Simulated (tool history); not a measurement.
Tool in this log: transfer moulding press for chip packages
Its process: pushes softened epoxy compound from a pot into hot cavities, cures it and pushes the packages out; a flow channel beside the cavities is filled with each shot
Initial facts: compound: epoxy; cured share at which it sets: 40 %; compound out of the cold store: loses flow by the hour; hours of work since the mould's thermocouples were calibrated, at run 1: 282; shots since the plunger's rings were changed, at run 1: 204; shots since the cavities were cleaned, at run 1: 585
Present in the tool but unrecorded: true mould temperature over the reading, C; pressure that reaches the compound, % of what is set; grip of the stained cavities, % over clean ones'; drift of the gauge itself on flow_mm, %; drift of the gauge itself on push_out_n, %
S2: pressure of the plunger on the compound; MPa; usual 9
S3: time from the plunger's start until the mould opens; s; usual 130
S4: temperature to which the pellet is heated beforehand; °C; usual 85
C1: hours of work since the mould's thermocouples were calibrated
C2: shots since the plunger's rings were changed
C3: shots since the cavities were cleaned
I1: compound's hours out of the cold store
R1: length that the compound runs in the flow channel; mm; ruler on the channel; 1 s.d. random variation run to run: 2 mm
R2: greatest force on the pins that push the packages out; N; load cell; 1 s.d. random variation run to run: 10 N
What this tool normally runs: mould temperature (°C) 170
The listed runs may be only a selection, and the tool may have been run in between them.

run 1 day=0 | mould_temperature_(°C)=170 S2=9 S3=130 S4=85 | C1=282 C2=204 C3=585 | I1=9.2 | R1=877 R2=748
run 2 day=0.838 | mould_temperature_(°C)=170 S2=9 S3=130 S4=85 | C1=291 C2=331 C3=712 | I1=36.7 | R1=774 R2=753
run 3 day=1.2 | mould_temperature_(°C)=170 S2=9 S3=130 S4=85 | C1=295 C2=386 C3=767 | I1=22.4 | R1=825 R2=764
run 4 day=1.562 | mould_temperature_(°C)=170 S2=9 S3=130 S4=85 | C1=298 C2=442 C3=823 | I1=24 | R1=821 R2=772
run 5 day=2.254 | mould_temperature_(°C)=170 S2=9 S3=130 S4=85 | C1=306 C2=547 C3=928 | I1=31.1 | R1=797 R2=781
run 6 day=2.95 | mould_temperature_(°C)=170 S2=9 S3=130 S4=85 | C1=313 C2=653 C3=1034 | I1=23.5 | R1=819 R2=805
-- day=3.325 cavities cleaned with cleaning compound and waxed
run 7 day=3.525 | mould_temperature_(°C)=170 S2=9 S3=130 S4=94 | C1=318 C2=731 C3=30 | I1=16.7 | R1=844 R2=515
run 8 day=4.25 | mould_temperature_(°C)=170 S2=9 S3=130 S4=94 | C1=326 C2=841 C3=140 | I1=12.5 | R1=859 R2=565
run 9 day=4.708 | mould_temperature_(°C)=170 S2=9 S3=130 S4=94 | C1=331 C2=911 C3=210 | I1=34.6 | R1=777 R2=598
run 10 day=5.338 | mould_temperature_(°C)=170 S2=9 S3=130 S4=94 | C1=337 C2=1006 C3=305 | I1=26.3 | R1=807 R2=663
run 11 day=5.938 | mould_temperature_(°C)=170 S2=9 S3=130 S4=85 | C1=344 C2=1098 C3=397 | I1=9.2 | R1=868 R2=703
-- day=6.088 mould's thermocouples calibrated
run 12 day=6.746 | mould_temperature_(°C)=170 S2=9 S3=130 S4=85 | C1=7 C2=1208 C3=507 | I1=21.7 | R1=826 R2=735
run 13 day=7.608 | mould_temperature_(°C)=170 S2=9 S3=158 S4=85 | C1=16 C2=1339 C3=638 | I1=30.8 | R1=792 R2=693
-- day=8.158 mould's thermocouples calibrated, once more
run 14 day=8.471 | mould_temperature_(°C)=164 S2=9 S3=130 S4=85 | C1=3 C2=1458 C3=757 | I1=29.8 | R1=806 R2=923
run 15 day=9.238 | mould_temperature_(°C)=164 S2=9 S3=130 S4=85 | C1=11 C2=1575 C3=874 | I1=27.3 | R1=814 R2=960
run 16 day=10.029 | mould_temperature_(°C)=164 S2=9.68 S3=130 S4=85 | C1=20 C2=1695 C3=994 | I1=33.1 | R1=820 R2=1014
-- day=10.683 cavities cleaned with cleaning compound and waxed
run 17 day=10.708 | mould_temperature_(°C)=164 S2=9.68 S3=130 S4=85 | C1=26 C2=1789 C3=4 | I1=47.6 | R1=770 R2=576
run 18 day=11.096 | mould_temperature_(°C)=170 S2=9.31 S3=149 S4=75 | C1=30 C2=1848 C3=63 | I1=14 | R1=859 R2=515
run 19 day=11.654 | mould_temperature_(°C)=170 S2=10.67 S3=130 S4=85 | C1=36 C2=1933 C3=148 | I1=21.8 | R1=880 R2=583
run 20 day=12.017 | mould_temperature_(°C)=170 S2=10.67 S3=130 S4=85 | C1=40 C2=1988 C3=203 | I1=9.7 | R1=934 R2=603
run 21 day=12.779 | mould_temperature_(°C)=170 S2=10.67 S3=130 S4=85 | C1=48 C2=2104 C3=319 | I1=28.7 | R1=859 R2=639
run 22 day=13.371 | mould_temperature_(°C)=170 S2=10.67 S3=130 S4=85 | C1=54 C2=2194 C3=409 | I1=44.5 | R1=795 R2=682
run 23 day=14.133 | mould_temperature_(°C)=170 S2=10.67 S3=130 S4=85 | C1=62 C2=2310 C3=525 | I1=9.8 | R1=936 R2=719
run 24 day=14.571 | mould_temperature_(°C)=170 S2=10.67 S3=130 S4=85 | C1=67 C2=2377 C3=592 | I1=12.9 | R1=920 R2=728
run 25 day=15.029 | mould_temperature_(°C)=162 S2=7.97 S3=126 S4=85 | C1=72 C2=2447 C3=662 | I1=32.1 | R1=748 R2=1050
run 26 day=15.579 | mould_temperature_(°C)=171 S2=7.97 S3=126 S4=81 | C1=77 C2=2530 C3=745 | I1=13.4 | R1=787 R2=780
run 27 day=16.442 | mould_temperature_(°C)=171 S2=7.97 S3=126 S4=81 | C1=86 C2=2661 C3=876 | I1=47.8 | R1=676 R2=750
run 28 day=16.9 | mould_temperature_(°C)=166 S2=7.1 S3=120 S4=85 | C1=91 C2=2731 C3=946 | I1=16.2 | R1=749 R2=1003

Predict each of these 3 candidate next runs independently; none follows another, all start after run 28:
run A day=17.288 | mould_temperature_(°C)=174 S2=7.1 S3=120 S4=80 | C1=95 C2=2790 C3=1005 | I1=34.2 | R1=? R2=?
run B day=17.288 | mould_temperature_(°C)=165 S2=9 S3=122 S4=93 | C1=95 C2=2790 C3=1005 | I1=34.9 | R1=? R2=?
run C day=17.288 | mould_temperature_(°C)=168 S2=7.1 S3=120 S4=85 | C1=95 C2=2790 C3=1005 | I1=8.8 | R1=? R2=?

run=A R1=671 R2=751
run=B R1=770 R2=1025
run=C R1=767 R2=941
What these runs would have given with no unlogged condition in the tool:
run=A R1=690 R2=443
run=B R1=792 R2=603
run=C R1=789 R2=554

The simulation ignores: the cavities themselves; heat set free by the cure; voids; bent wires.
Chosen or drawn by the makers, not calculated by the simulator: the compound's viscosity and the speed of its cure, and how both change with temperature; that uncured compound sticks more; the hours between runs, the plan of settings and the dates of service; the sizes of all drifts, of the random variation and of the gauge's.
